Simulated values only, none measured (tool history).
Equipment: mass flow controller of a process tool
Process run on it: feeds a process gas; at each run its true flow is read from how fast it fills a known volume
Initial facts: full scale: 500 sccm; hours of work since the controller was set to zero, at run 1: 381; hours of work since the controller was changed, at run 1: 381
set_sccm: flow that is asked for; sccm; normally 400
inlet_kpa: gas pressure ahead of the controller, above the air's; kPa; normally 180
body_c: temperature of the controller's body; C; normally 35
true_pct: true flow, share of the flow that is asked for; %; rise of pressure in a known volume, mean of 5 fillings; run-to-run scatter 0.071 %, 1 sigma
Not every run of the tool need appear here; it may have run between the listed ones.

| run | day | set_sccm | inlet_kpa | body_c | hours of work since the controller was set to zero | hours of work since the controller was changed | true_pct |
|---|---|---|---|---|---|---|---|
| 1 | 0 | 400 | 180 | 35 | 381 | 381 | 101.24 |
| 2 | 12.071 | 400 | 180 | 35 | 489 | 489 | 101.34 |
| 3 | 23.429 | 400 | 180 | 35 | 590 | 590 | 101.26 |
| 4 | 36.533 | 400 | 180 | 35 | 708 | 708 | 101.44 |
| 5 | 48.033 | 400 | 180 | 35 | 810 | 810 | 101.59 |
| 6 | 58.058 | 400 | 180 | 35 | 900 | 900 | 101.49 |
| 7 | 64.671 | 400 | 180 | 35 | 959 | 959 | 101.71 |
| 8 | 70.717 | 400 | 180 | 35 | 1013 | 1013 | 101.78 |
| 9 | 77.408 | 400 | 180 | 35 | 1073 | 1073 | 101.73 |
| 10 | 89.912 | 400 | 180 | 27 | 1185 | 1185 | 101.18 |
| 11 | 99.704 | 400 | 180 | 27 | 1273 | 1273 | 101.24 |
| 12 | 106.762 | 105 | 180 | 27 | 1336 | 1336 | 102.1 |
| 13 | 118.592 | 105 | 180 | 27 | 1442 | 1442 | 102.4 |
| 14 | 129.079 | 105 | 180 | 27 | 1535 | 1535 | 102.49 |
| 15 | 135.258 | 105 | 180 | 27 | 1591 | 1591 | 102.5 |
| 16 | 141.879 | 400 | 180 | 35 | 1650 | 1650 | 102.14 |
| 17 | 155.85 | 400 | 180 | 35 | 1775 | 1775 | 102.34 |
|  | 157.171 | controller's zero set anew |
| 18 | 166.608 | 400 | 180 | 35 | 84 | 1871 | 102.49 |
| 19 | 179.317 | 400 | 180 | 35 | 198 | 1985 | 102.72 |
| 20 | 192.988 | 400 | 180 | 35 | 320 | 2107 | 102.63 |
| 21 | 198.771 | 400 | 180 | 35 | 372 | 2159 | 102.75 |
| 22 | 209.317 | 400 | 180 | 35 | 466 | 2253 | 102.91 |
|  | 214.446 | controller's zero set anew, once more |
| 23 | 220.692 | 400 | 180 | 35 | 56 | 2354 | 102.09 |
| 24 | 230.696 | 400 | 156 | 24 | 145 | 2444 | 101.29 |
| 25 | 243.204 | 342 | 240 | 40 | 257 | 2556 | 102.26 |
| 26 | 252.4 | 342 | 240 | 40 | 340 | 2638 | 102.32 |
| 27 | 260.3 | 121 | 180 | 23 | 410 | 2709 | 101.33 |
| 28 | 267.467 | 121 | 241 | 23 | 474 | 2773 | 101.24 |
| 29 | 279.738 | 121 | 241 | 23 | 584 | 2883 | 101.35 |
| 30 | 290.038 | 121 | 241 | 23 | 676 | 2975 | 101.5 |
| 31 | 303.796 | 94 | 238 | 23 | 799 | 3098 | 101.94 |
| 32 | 314.138 | 94 | 238 | 23 | 892 | 3190 | 102.02 |
| 33 | 321.021 | 318 | 238 | 37 | 953 | 3252 | 102.6 |
| 34 | 332.95 | 400 | 217 | 35 | 1060 | 3359 | 102.61 |
| 35 | 345.217 | 470 | 173 | 36 | 1170 | 3468 | 103.17 |
| 36 | 358.775 | 126 | 165 | 31 | 1291 | 3590 | 103.29 |
| 37 | 372.433 | 126 | 165 | 31 | 1413 | 3712 | 103.36 |
| 38 | 384.625 | 400 | 180 | 39 | 1522 | 3821 | 103.45 |
| 39 | 391.8 | 400 | 270 | 39 | 1586 | 3885 | 103.13 |
| 40 | 405.788 | 400 | 270 | 39 | 1712 | 4010 | 103.31 |
| 41 | 413.358 | 400 | 208 | 39 | 1779 | 4078 | 103.55 |
| 42 | 422.108 | 400 | 208 | 26 | 1858 | 4156 | 102.59 |
| 43 | 433.812 | 400 | 149 | 26 | 1962 | 4261 | 102.94 |
| 44 | 440.296 | 408 | 178 | 30 | 2020 | 4319 | 103.3 |
| 45 | 449.992 | 400 | 180 | 26 | 2107 | 4406 | 103.05 |
| 46 | 462.275 | 400 | 180 | 39 | 2217 | 4515 | 104.21 |

4 options for the next run, each taken on its own from the tool as it stands now. Forecast them:
| A | 470.346 | 259 | 150 | 40 | 2289 | 4588 | ? |
| B | 470.346 | 373 | 143 | 39 | 2289 | 4588 | ? |
| C | 470.346 | 400 | 180 | 29 | 2289 | 4588 | ? |
| D | 470.346 | 400 | 231 | 35 | 2289 | 4588 | ? |

| run | true_pct |
|---|---|
| A | 104.65 |
| B | 104.32 |
| C | 103.27 |
| D | 103.62 |
Stripped of hidden state, with their random variation kept, the same runs would have yielded:
| run | true_pct |
|---|---|
| A | 101.12 |
| B | 101.15 |
| C | 100.16 |
| D | 100.51 |

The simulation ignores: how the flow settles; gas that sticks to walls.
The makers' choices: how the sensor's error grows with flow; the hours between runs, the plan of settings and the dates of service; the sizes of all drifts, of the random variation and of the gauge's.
